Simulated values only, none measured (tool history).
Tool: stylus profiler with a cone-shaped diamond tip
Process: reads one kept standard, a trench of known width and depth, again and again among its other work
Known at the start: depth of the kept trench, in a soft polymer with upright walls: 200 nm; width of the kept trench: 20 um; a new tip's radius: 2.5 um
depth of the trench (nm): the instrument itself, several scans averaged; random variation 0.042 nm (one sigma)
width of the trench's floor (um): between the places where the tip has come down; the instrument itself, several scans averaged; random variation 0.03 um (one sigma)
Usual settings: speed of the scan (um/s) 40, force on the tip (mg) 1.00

run     day  speed of the scan (um/s)  force on the tip (mg)  depth of the trench (nm)  width of the trench's floor (um)
  1   0.000                        40                   1.00                    201.66                             17.76
  2   1.762                        40                   0.34                    200.83                             17.50
  3   3.146                        40                   0.34                    200.82                             17.50
  4   5.150                        40                   0.34                    200.78                             17.53
  5   7.496                        40                   1.00                    201.69                             17.77
  6   9.804                        40                   1.00                    201.69                             17.77
  7  12.046                        40                   1.00                    201.72                             17.76
  8  13.446                        32                   1.00                    201.70                             17.83
  9  14.808                        32                   1.00                    201.73                             17.86
 10  16.096                        32                   1.00                    201.65                             17.76
 11  17.250                        32                   1.00                    201.66                             17.82
 12  18.950                        32                   1.00                    201.77                             17.79
 13  20.871                        32                   1.00                    201.61                             17.79
 14  21.854                        40                   1.00                    201.77                             17.71
 15  22.950                        40                   1.00                    201.71                             17.77
 16  24.521                        40                   1.00                    201.66                             17.75
 17  25.804                        40                   1.00                    201.71                             17.76
 18  27.204                        40                   1.00                    201.69                             17.76
 19  29.017                        40                   1.00                    201.76                             17.75
 20  30.929                        40                   1.00                    201.69                             17.73
 21  32.825                        40                   1.00                    201.72                             17.78
 22  34.267                        40                   1.00                    201.73                             17.73
 23  36.038                       112                   1.00                    201.73                             17.21
 24  38.338                       112                   1.00                    201.77                             17.21
 25  39.392                       138                   0.49                    200.98                             16.62
 26  41.821                        62                   1.72                    202.42                             17.67
 27  43.242                        37                   0.39                    200.91                             17.60
 28  44.700                        62                   0.36                    200.86                             17.29
 29  46.662                        62                   0.36                    200.86                             17.28
 30  48.888                       112                   1.09                    201.68                             17.27
 31  50.758                        26                   2.54                    203.16                             17.90
 32  51.804                        45                   0.66                    201.29                             17.64
 33  53.342                        20                   0.66                    201.31                             17.89
 34  54.729                        43                   0.68                    201.25                             17.72
 35  56.304                        40                   0.80                    201.42                             17.72
     57.500  -- height scale calibrated on a step standard
 36  58.342                        40                   0.40                    200.94                             17.53
 37  60.388                        63                   0.44                    200.97                             17.34
 38  62.421                        63                   0.44                    200.92                             17.31
 39  64.400                        19                   0.50                    201.14                             17.86
 40  65.512                        25                   0.49                    201.04                             17.72
 41  67.946                        25                   0.49                    201.06                             17.76
 42  70.217                       109                   1.25                    201.96                             17.32
 43  71.521                       109                   1.25                    201.99                             17.32
 44  72.854                       109                   1.25                    201.91                             17.31
 45  73.988                       119                   0.94                    201.62                             17.14
 46  75.079                       152                   2.14                    202.78                             17.31

Forecast each of these 4 alternatives for the next run:
  A  76.546                        25                   1.82                         ?                                 ?
  B  76.546                        26                   1.00                         ?                                 ?
  C  76.546                        17                   1.02                         ?                                 ?
  D  76.546                       152                   1.02                         ?                                 ?

run  depth of the trench (nm)  width of the trench's floor (um)
  A                    202.47                             17.86
  B                    201.68                             17.83
  C                    201.74                             17.89
  D                    201.75                             16.91
Without the tool's hidden state the same runs would have given:
run  depth of the trench (nm)  width of the trench's floor (um)
  A                    202.46                             17.87
  B                    201.68                             17.84
  C                    201.74                             17.90
  D                    201.75                             16.92
